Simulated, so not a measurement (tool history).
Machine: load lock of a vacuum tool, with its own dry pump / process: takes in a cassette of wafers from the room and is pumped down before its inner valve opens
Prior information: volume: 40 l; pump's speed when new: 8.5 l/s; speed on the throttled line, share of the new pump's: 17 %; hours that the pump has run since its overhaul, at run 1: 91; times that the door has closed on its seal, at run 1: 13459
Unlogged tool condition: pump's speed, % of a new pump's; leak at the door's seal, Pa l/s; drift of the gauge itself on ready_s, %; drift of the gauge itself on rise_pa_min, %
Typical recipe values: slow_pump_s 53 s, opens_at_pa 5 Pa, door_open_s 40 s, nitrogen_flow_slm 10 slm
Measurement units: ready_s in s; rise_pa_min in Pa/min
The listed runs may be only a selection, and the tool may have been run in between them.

run,hour,slow_pump_s,opens_at_pa,door_open_s,nitrogen_flow_slm,hours that the pump has run since its overhaul,times that the door has closed on its seal,"incoming humidity of the room's air, %",ready_s,rise_pa_min
1,0,53,5,40,10,91,13459,48.6,91.9,0.034
2,448.1,53,5,40,7,539,14800,46.6,90.7,0.043
3,737.5,32,5,40,10,828,15665,44,73,0.039
4,1081.5,32,5,40,10,1172,16694,44.7,73.6,0.035
5,1383.9,53,8,40,10,1475,17599,44.3,89.1,0.036
6,1999.6,53,8,83,10,2090,19441,46.4,88.3,0.047
7,2522.8,53,8,83,10,2613,21006,46.1,88.7,0.044
8,2967.6,53,8,83,10,3058,22337,45.5,87.9,0.048
9,3255.2,53,8,83,10,3346,23197,44.6,89,0.049
10,3773.6,53,8,83,10,3864,24748,45.2,88.8,0.043
11,4266.2,53,8,83,7,4357,26222,42.5,88.4,0.05
12,4785.6,53,8,83,7,4876,27775,47.3,89,0.049
13,5420.3,53,5,207,10,5511,29674,45,91.3,0.07
14,5870.7,37,7,48,8,5961,31021,45.5,77.2,0.039
15,6266.6,53,5,45,10,6357,32206,37.8,91.4,0.029
16,6816.5,94,7,40,10,6907,33851,47.3,124.3,0.035
17,7386.9,89,5,28,10,7477,35557,43.5,120.7,0.034
18,7966.8,89,5,163,10,8057,37292,45.9,120.5,0.056
19,8541.7,89,5,163,10,8632,39011,46.2,121.2,0.054

Predict each of these 5 candidate next runs independently; none follows another, all start after run 19:
A,8976.7,86,5,163,5,9067,40313,41.5,?,?
B,8976.7,69,5,40,13,9067,40313,48.2,?,?
C,8976.7,89,8,163,6,9067,40313,44.7,?,?
D,8976.7,53,5,40,27,9067,40313,44.5,?,?
E,8976.7,37,5,40,24,9067,40313,44,?,?

run,ready_s,rise_pa_min
A,118.8,0.058
B,104.2,0.042
C,118.1,0.06
D,91.4,0.031
E,77.7,0.025
What these runs would have given with no unlogged condition in the tool:
run,ready_s,rise_pa_min
A,118.8,0.056
B,104.2,0.039
C,118,0.058
D,91.4,0.029
E,77.7,0.023
